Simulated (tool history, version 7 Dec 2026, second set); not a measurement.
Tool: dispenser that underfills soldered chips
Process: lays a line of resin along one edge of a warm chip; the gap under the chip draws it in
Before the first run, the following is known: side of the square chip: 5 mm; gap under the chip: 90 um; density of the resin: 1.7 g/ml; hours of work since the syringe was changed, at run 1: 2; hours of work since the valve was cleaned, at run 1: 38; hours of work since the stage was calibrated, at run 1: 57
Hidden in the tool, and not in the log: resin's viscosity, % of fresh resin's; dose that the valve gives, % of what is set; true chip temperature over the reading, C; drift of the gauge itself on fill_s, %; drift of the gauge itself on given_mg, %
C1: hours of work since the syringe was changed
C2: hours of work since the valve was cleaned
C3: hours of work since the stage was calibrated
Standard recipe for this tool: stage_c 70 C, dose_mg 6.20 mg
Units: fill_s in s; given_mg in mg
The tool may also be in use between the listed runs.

Run 1, hour 0.0: usual settings; C1 2; C2 38; C3 57. Result: fill_s 4.4 s, given_mg 6.11 mg.
At hour 6.9: new syringe of resin.
Run 2, hour 13.7: usual settings but stage_c 74 C; C1 5; C2 47; C3 66. Result: fill_s 3.5 s, given_mg 6.11 mg.
At hour 15.1: new syringe of resin.
At hour 24.0: new syringe of resin.
Run 3, hour 28.6: usual settings but stage_c 56 C; C1 3; C2 57; C3 76. Result: fill_s 9.0 s, given_mg 6.02 mg.
At hour 32.8: new syringe of resin.
Run 4, hour 39.1: usual settings; C1 4; C2 64; C3 83. Result: fill_s 4.5 s, given_mg 5.98 mg.
At hour 41.9: new syringe of resin.
At hour 50.1: new syringe of resin.
Run 5, hour 50.2: usual settings; C1 0; C2 72; C3 90. Result: fill_s 3.6 s, given_mg 5.97 mg.
Run 6, hour 57.1: usual settings but stage_c 66 C; C1 5; C2 77; C3 95. Result: fill_s 5.6 s, given_mg 5.97 mg.
At hour 58.8: new syringe of resin.
At hour 68.2: new syringe of resin.
Run 7, hour 72.7: usual settings; C1 3; C2 87; C3 106. Result: fill_s 4.2 s, given_mg 5.90 mg.
At hour 76.7: new syringe of resin.
At hour 84.8: new syringe of resin.
Run 8, hour 84.8: usual settings but stage_c 66 C; C1 0; C2 95; C3 114. Result: fill_s 4.7 s, given_mg 5.87 mg.
At hour 93.0: new syringe of resin.
Run 9, hour 96.2: usual settings but stage_c 64 C; C1 2; C2 103; C3 121. Result: fill_s 5.9 s, given_mg 5.85 mg.
At hour 101.8: new syringe of resin.
Run 10, hour 104.2: usual settings but stage_c 64 C, dose_mg 5.31 mg; C1 2; C2 108; C3 127. Result: fill_s 5.8 s, given_mg 4.99 mg.
At hour 110.5: new syringe of resin.
At hour 118.7: new syringe of resin.
Run 11, hour 119.7: usual settings; C1 1; C2 119; C3 137. Result: fill_s 3.9 s, given_mg 5.77 mg.
At hour 123.0: dispensing valve cleaned and set on the balance.
At hour 128.0: new syringe of resin.
Run 12, hour 130.4: usual settings; C1 2; C2 5; C3 144. Result: fill_s 3.8 s, given_mg 6.17 mg.
At hour 136.1: new syringe of resin.
Run 13, hour 139.6: usual settings; C1 2; C2 11; C3 150. Result: fill_s 4.1 s, given_mg 6.18 mg.
At hour 144.6: new syringe of resin.
At hour 153.5: new syringe of resin.
Run 14, hour 155.1: usual settings; C1 1; C2 21; C3 160. Result: fill_s 3.9 s, given_mg 6.18 mg.
At hour 161.7: new syringe of resin.
At hour 169.7: new syringe of resin.
Run 15, hour 170.4: usual settings; C1 0; C2 32; C3 170. Result: fill_s 3.6 s, given_mg 6.08 mg.
At hour 178.1: new syringe of resin.
At hour 186.9: new syringe of resin.
Run 16, hour 186.9: usual settings; C1 0; C2 43; C3 182. Result: fill_s 3.7 s, given_mg 6.07 mg.
At hour 195.2: new syringe of resin.
At hour 203.2: new syringe of resin.
Run 17, hour 204.0: usual settings but stage_c 77 C, dose_mg 6.24 mg; C1 1; C2 54; C3 193. Result: fill_s 2.6 s, given_mg 6.09 mg.
At hour 212.5: new syringe of resin.
At hour 220.7: new syringe of resin.
Run 18, hour 221.1: usual settings but stage_c 64 C, dose_mg 6.66 mg; C1 0; C2 66; C3 205. Result: fill_s 5.0 s, given_mg 6.46 mg.
At hour 229.5: new syringe of resin.
Run 19, hour 231.5: usual settings but stage_c 67 C, dose_mg 5.79 mg; C1 1; C2 73; C3 212. Result: fill_s 4.5 s, given_mg 5.50 mg.
At hour 237.7: new syringe of resin.
At hour 246.1: new syringe of resin.
Run 20, hour 249.0: usual settings but stage_c 67 C, dose_mg 5.79 mg; C1 2; C2 85; C3 223. Result: fill_s 4.7 s, given_mg 5.51 mg.
At hour 254.8: new syringe of resin.
At hour 263.3: new syringe of resin.
Run 21, hour 266.2: usual settings but stage_c 67 C, dose_mg 5.79 mg; C1 2; C2 96; C3 235. Result: fill_s 4.8 s, given_mg 5.51 mg.
At hour 271.4: new syringe of resin.
At hour 280.2: new syringe of resin.
Run 22, hour 282.5: usual settings but stage_c 76 C, dose_mg 6.22 mg; C1 2; C2 107; C3 246. Result: fill_s 2.7 s, given_mg 5.80 mg.
At hour 289.5: new syringe of resin.
Run 23, hour 294.2: usual settings but stage_c 76 C, dose_mg 6.22 mg; C1 3; C2 115; C3 254. Result: fill_s 3.0 s, given_mg 5.86 mg.
At hour 297.8: new syringe of resin.
At hour 302.3: dispensing valve cleaned and set on the balance.
Run 24, hour 304.2: usual settings but stage_c 65 C, dose_mg 5.39 mg; C1 4; C2 1; C3 260. Result: fill_s 5.4 s, given_mg 5.45 mg.
At hour 307.3: new syringe of resin.
At hour 316.5: new syringe of resin.
Run 25, hour 320.0: usual settings but stage_c 65 C, dose_mg 5.39 mg; C1 2; C2 12; C3 270. Result: fill_s 5.4 s, given_mg 5.38 mg.
At hour 325.2: new syringe of resin.
Run 26, hour 329.1: usual settings but dose_mg 7.89 mg; C1 3; C2 18; C3 277. Result: fill_s 3.8 s, given_mg 7.77 mg.
At hour 333.4: new syringe of resin.
At hour 341.7: new syringe of resin.
Run 27, hour 341.7: usual settings but stage_c 68 C, dose_mg 5.46 mg; C1 0; C2 26; C3 285. Result: fill_s 4.1 s, given_mg 5.40 mg.
At hour 349.8: new syringe of resin.
Run 28, hour 349.8: usual settings but stage_c 77 C, dose_mg 5.60 mg; C1 0; C2 32; C3 290. Result: fill_s 2.6 s, given_mg 5.48 mg.

What if the next run were any one of these 4? Each begins from the tool's condition after run 28:
At hour 358.7: new syringe of resin.
Run A, hour 359.9: usual settings but stage_c 56 C, dose_mg 6.29 mg; C1 1; C2 39; C3 297. Result: fill_s ?, given_mg ?.
At hour 358.7: new syringe of resin.
Run B, hour 359.9: usual settings but stage_c 83 C, dose_mg 6.17 mg; C1 1; C2 39; C3 297. Result: fill_s ?, given_mg ?.
At hour 358.7: new syringe of resin.
Run C, hour 359.9: usual settings but stage_c 62 C, dose_mg 7.73 mg; C1 1; C2 39; C3 297. Result: fill_s ?, given_mg ?.
At hour 358.7: new syringe of resin.
Run D, hour 359.9: usual settings but stage_c 56 C, dose_mg 5.99 mg; C1 1; C2 39; C3 297. Result: fill_s ?, given_mg ?.

run  fill_s  given_mg
  A     7.5      6.17
  B     1.9      5.98
  C     5.4      7.57
  D     7.5      5.88
Stripped of hidden state, with their random variation kept, the same runs would have yielded:
run  fill_s  given_mg
  A     8.3      6.31
  B     2.0      6.11
  C     6.0      7.74
  D     8.3      6.01
